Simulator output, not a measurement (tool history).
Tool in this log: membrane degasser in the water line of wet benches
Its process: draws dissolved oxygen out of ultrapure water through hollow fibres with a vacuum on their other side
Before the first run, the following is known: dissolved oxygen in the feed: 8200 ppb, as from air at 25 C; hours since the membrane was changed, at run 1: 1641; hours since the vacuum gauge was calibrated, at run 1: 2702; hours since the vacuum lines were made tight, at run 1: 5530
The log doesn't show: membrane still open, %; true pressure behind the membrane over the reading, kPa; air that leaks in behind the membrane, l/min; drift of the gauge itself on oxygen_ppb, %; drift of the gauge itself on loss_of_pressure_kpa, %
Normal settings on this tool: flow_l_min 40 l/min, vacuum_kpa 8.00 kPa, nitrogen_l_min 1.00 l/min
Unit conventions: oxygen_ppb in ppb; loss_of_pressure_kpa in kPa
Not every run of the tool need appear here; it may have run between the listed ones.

run	day	flow_l_min	vacuum_kpa	nitrogen_l_min	hours since the membrane was changed	hours since the vacuum gauge was calibrated	hours since the vacuum lines were made tight	oxygen_ppb	loss_of_pressure_kpa
1	0.000	40	8.00	1.00	1641	2702	5530	380.8	27.61
2	8.562	25	8.00	1.00	1847	2907	5736	257.1	17.41
3	15.121	36	8.00	1.00	2004	3065	5893	348.7	24.94
4	22.642	40	8.21	1.00	2185	3245	6074	395.7	27.72
# day 29.788: seals of the vacuum lines changed
5	31.804	40	9.49	1.00	2402	3463	48	489.3	28.08
6	36.258	40	9.49	1.00	2509	3570	155	487.9	27.80
7	46.404	40	9.49	1.00	2753	3814	399	488.5	27.99
8	55.633	40	9.49	1.00	2974	4035	620	489.8	27.75
9	63.829	40	9.49	1.00	3171	4232	817	492.4	28.12
10	70.800	40	9.49	1.00	3338	4399	984	490.5	27.81
11	81.804	40	8.00	1.00	3602	4663	1248	380.5	27.93
12	88.392	27	8.41	0.62	3761	4821	1407	432.5	18.60
13	92.979	27	8.41	0.62	3871	4931	1517	434.0	18.79
14	98.058	27	4.86	2.53	3993	5053	1639	43.9	18.89
# day 98.717: vacuum gauge calibrated
15	108.000	27	4.86	2.53	4231	223	1877	44.4	19.29
16	114.621	27	4.86	2.53	4390	382	2036	44.6	19.03
17	122.021	40	7.06	2.28	4567	559	2213	160.2	27.88
# day 122.796: vacuum gauge calibrated, once more
18	132.408	40	7.06	2.28	4816	231	2462	159.0	28.27
19	141.579	26	9.86	0.77	5036	451	2682	448.2	18.18
20	150.650	46	7.49	0.77	5254	669	2900	467.4	32.29
21	158.725	36	7.49	0.80	5448	862	3094	372.6	25.35
22	165.746	40	8.00	1.02	5616	1031	3262	377.0	28.17

Pick out some run-to-run changes in oxygen_ppb. Of each, how much would a tool without hidden state show as well, from the settings, what came in and chance, and how much is left for the hidden state and any gauge scatter not in both results compared?
Run 13 -> 14: vacuum_kpa 8.41 -> 4.86, nitrogen_l_min 0.62 -> 2.53. oxygen_ppb -390.1 ppb: hidden state -3.1, all else -387.0.
Run 18 -> 19: flow_l_min 40 -> 26, vacuum_kpa 7.06 -> 9.86, nitrogen_l_min 2.28 -> 0.77. oxygen_ppb +289.2 ppb: hidden state +0.4, all else +288.8.
Run 19 -> 20: flow_l_min 26 -> 46, vacuum_kpa 9.86 -> 7.49. oxygen_ppb +19.2 ppb: hidden state +2.6, all else +16.6.
